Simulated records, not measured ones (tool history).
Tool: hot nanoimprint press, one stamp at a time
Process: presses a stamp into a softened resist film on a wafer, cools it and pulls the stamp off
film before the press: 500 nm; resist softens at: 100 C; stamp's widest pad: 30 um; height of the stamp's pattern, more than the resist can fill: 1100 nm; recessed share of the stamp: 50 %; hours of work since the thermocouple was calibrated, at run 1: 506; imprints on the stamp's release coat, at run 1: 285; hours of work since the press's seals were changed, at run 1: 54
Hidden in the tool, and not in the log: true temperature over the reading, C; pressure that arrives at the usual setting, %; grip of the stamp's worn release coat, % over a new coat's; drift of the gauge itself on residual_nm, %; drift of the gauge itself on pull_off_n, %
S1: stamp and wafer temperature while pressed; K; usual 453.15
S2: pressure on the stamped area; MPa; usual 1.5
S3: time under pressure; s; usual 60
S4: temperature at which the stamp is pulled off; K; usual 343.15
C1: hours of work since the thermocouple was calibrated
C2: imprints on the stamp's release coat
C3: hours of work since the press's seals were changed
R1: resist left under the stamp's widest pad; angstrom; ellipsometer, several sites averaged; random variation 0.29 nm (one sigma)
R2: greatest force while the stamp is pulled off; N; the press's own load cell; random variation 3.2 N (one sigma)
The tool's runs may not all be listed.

run,hour,S1,S2,S3,S4,C1,C2,C3,R1,R2
1,0,453.15,1.5,60,343.15,506,285,54,2446,160
2,21.3,453.15,1.5,60,343.15,523,373,71,2436,169
3,38.7,453.15,1.5,60,343.15,536,445,84,2438,176
4,65,453.15,1.5,60,343.15,557,554,105,2441,180
5,82,453.15,1.5,60,343.15,570,625,118,2445,184
# hour 91: plate thermocouple calibrated
6,108.7,453.15,1.5,60,343.15,14,723,137,2431,186
7,128.1,453.15,1.5,60,343.15,29,803,152,2434,195
# hour 136.6: plate thermocouple calibrated, once more
8,145.9,454.15,1.5,60,343.15,7,864,164,2435,199
9,169.4,453.15,1.5,60,343.15,26,962,182,2515,205
10,186.4,453.15,1.5,60,339.15,39,1032,195,2516,226
11,209.2,453.15,1.5,60,343.15,57,1127,213,2510,215
12,233.9,453.15,1.5,60,343.15,76,1229,233,2509,225
13,258,453.15,1.5,60,343.15,95,1329,252,2512,234
14,283.7,453.15,1.5,60,343.15,115,1435,272,2507,239
15,306.7,453.15,1.5,60,343.15,133,1530,290,2509,241
16,318.3,457.15,1.5,60,336.15,143,1579,299,2242,285
17,336.8,457.15,1.5,60,336.15,157,1655,313,2231,290
18,349.1,452.15,0.92,60,343.15,167,1706,323,3114,250
# hour 381.4: stamp cleaned and given a new release coat
19,381.4,452.15,0.92,57,343.15,187,0,344,3153,156
20,405.8,442.15,1.49,31,350.15,206,101,363,3934,129
21,429.6,442.15,1.49,31,350.15,225,200,382,3933,129
22,455.4,453.15,1.58,44,347.15,245,307,402,2727,150
23,473.6,453.15,1.5,60,343.15,260,382,416,2512,172
24,492.1,457.15,1.98,60,343.15,274,459,431,1970,175
25,503.2,456.15,1.98,38,343.15,283,505,439,2414,179
26,529.9,453.15,1.5,57,343.15,304,615,460,2552,179
27,545.3,453.15,1.5,57,343.15,316,679,472,2553,189
28,559.1,446.15,1.5,57,350.15,327,736,483,3093,160
29,576.6,446.15,1.5,57,338.15,341,809,497,3095,206

3 ways to go on from here, each from the tool as it stands after run 29. What would each give?
A,599.9,446.15,1.5,57,348.15,359,905,515,?,?
B,599.9,453.15,1.5,81,351.15,359,905,515,?,?
C,599.9,446.15,2.11,32,339.15,359,905,515,?,?

run,R1,R2
A,3090,183
B,2243,159
C,3257,216
Without the tool's hidden state the same runs would have given:
run,R1,R2
A,3061,137
B,2215,120
C,3209,162
